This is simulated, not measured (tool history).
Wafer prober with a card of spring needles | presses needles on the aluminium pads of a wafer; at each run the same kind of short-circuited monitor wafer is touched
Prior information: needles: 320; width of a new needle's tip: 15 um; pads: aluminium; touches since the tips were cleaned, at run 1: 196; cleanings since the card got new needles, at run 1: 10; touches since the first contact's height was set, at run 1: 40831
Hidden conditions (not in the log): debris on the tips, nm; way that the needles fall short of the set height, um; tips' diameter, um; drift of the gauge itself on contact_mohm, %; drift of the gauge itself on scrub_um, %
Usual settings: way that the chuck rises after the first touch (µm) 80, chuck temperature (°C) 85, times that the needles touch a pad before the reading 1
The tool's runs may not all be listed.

run,hour,way that the chuck rises after the first touch (µm),chuck temperature (°C),times that the needles touch a pad before the reading,touches since the tips were cleaned,cleanings since the card got new needles,touches since the first contact's height was set,resistance of one needle with its contact and lead (mohm),way that a needle slides on the pad (µm)
1,0.0,80,85,1,196,10,40831,235,20.31
2,10.4,80,67,1,2402,10,43037,236,20.30
# hour 16.5: tips cleaned on abrasive film
3,19.7,80,85,1,684,11,44982,238,20.46
4,26.8,80,85,1,2186,11,46484,238,20.33
# hour 34.0: tips cleaned on abrasive film
5,35.6,80,85,2,344,12,48343,235,20.50
6,41.2,80,85,2,1534,12,49533,237,20.34
7,46.8,80,49,1,2708,12,50707,228,20.52
# hour 51.8: tips cleaned on abrasive film
8,54.4,80,49,1,552,13,52296,226,20.51
9,62.6,61,86,2,2289,13,54033,241,15.65
# hour 69.3: tips cleaned on abrasive film
10,70.3,61,30,1,224,14,55654,225,15.62
11,78.9,61,27,1,2040,14,57470,225,15.49
12,84.5,68,69,3,3223,14,58653,234,17.61
# hour 87.0: tips cleaned on abrasive film
13,90.2,64,90,2,676,15,59844,238,16.36
14,99.3,80,35,1,2610,15,61778,224,20.62
# hour 104.4: tips cleaned on abrasive film
15,107.1,80,51,1,574,16,63403,224,20.68

5 options for the next run, each taken on its own from the tool as it stands now. Forecast them:
A,116.5,68,85,1,2585,16,65414,?,?
B,116.5,91,34,1,2585,16,65414,?,?
C,116.5,72,51,1,2585,16,65414,?,?
D,116.5,69,30,1,2585,16,65414,?,?
E,116.5,80,51,1,2585,16,65414,?,?

run,resistance of one needle with its contact and lead (mohm),way that a needle slides on the pad (µm)
A,241,17.56
B,226,23.34
C,228,18.74
D,227,17.93
E,233,20.79
Without the tool's unlogged condition, the same runs would have read:
run,resistance of one needle with its contact and lead (mohm),way that a needle slides on the pad (µm)
A,241,17.29
B,226,22.98
C,227,18.46
D,226,17.66
E,233,20.47
